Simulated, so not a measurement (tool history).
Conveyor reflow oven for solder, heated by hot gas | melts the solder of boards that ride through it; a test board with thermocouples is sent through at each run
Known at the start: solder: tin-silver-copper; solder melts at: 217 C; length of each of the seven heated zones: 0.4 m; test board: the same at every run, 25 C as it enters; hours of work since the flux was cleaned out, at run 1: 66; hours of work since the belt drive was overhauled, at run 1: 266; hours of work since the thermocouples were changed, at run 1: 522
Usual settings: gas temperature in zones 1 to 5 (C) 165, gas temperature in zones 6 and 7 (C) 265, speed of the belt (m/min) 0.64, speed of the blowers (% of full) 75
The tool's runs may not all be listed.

run	hour	gas temperature in zones 1 to 5 (C)	gas temperature in zones 6 and 7 (C)	speed of the belt (m/min)	speed of the blowers (% of full)	hours of work since the flux was cleaned out	hours of work since the belt drive was overhauled	hours of work since the thermocouples were changed	highest temperature of the board (C)	time above the solder's melting point (s)
1	0	165	265	0.64	75	66	266	522	253.3	54.9
2	14.3	165	265	0.64	75	76	276	531	253.3	55.1
3	21.4	165	265	0.64	75	80	280	536	253.6	54.9
4	32.9	165	265	0.64	75	88	288	544	253.2	55
5	42	165	269	0.64	75	94	294	550	257	57.2
6	51.6	165	269	0.64	75	100	300	556	257.1	57
7	65.7	165	269	0.64	75	109	309	565	257	56.9
8	78.8	165	265	0.64	75	118	318	574	253.4	54.8
9	90.1	165	265	0.64	75	125	325	581	253.5	54.9
10	99.3	165	265	0.64	75	131	331	587	253.1	54.7
11	107.4	165	265	0.64	75	137	337	592	252.8	54.7
12	122	165	265	0.64	75	146	346	602	253.1	54.8
13	131.4	165	265	0.64	75	152	352	608	253.1	55
14	137.4	159	262	0.64	75	156	356	612	249.4	50.6
15	150.9	159	262	0.64	75	165	365	621	249.4	50.2
16	164.9	176	265	0.64	80	174	374	630	255.8	60.2
17	171.8	176	265	0.64	80	179	379	635	255.7	60
18	182.8	161	265	0.64	75	186	386	642	252.2	52.7
19	197.3	161	265	0.64	75	195	395	651	252.3	52.6
20	208.9	165	265	0.64	73	203	403	659	252.1	54.2
# hour 218.6: thermocouples of zones 6 and 7 changed
21	223.9	165	257	0.64	64	212	412	4	240.2	42.9
22	235.7	165	257	0.64	64	219	419	11	239.5	42.6
23	245.7	165	257	0.64	64	226	426	18	239.6	42.8
24	258.2	155	257	0.667	68	234	434	26	237.5	35.8
25	269.5	176	265	0.553	52	241	441	33	249.5	64

5 ways to go on from here, each from the tool as it stands after run 25. What would each give?
A	277.7	176	256	0.553	52	247	447	39	?	?
B	277.7	165	265	0.64	74	247	447	39	?	?
C	277.7	160	265	0.64	84	247	447	39	?	?
D	277.7	176	265	0.553	69	247	447	39	?	?
E	277.7	165	262	0.743	63	247	447	39	?	?

run	highest temperature of the board (C)	time above the solder's melting point (s)
A	241.7	56.3
B	249.4	51.7
C	250.9	52.7
D	253.5	69
E	238.2	33.4
Without the tool's hidden state the same runs would have given:
run	highest temperature of the board (C)	time above the solder's melting point (s)
A	243.1	58
B	251.6	53.6
C	253.3	54.7
D	255.2	70.2
E	240.7	36
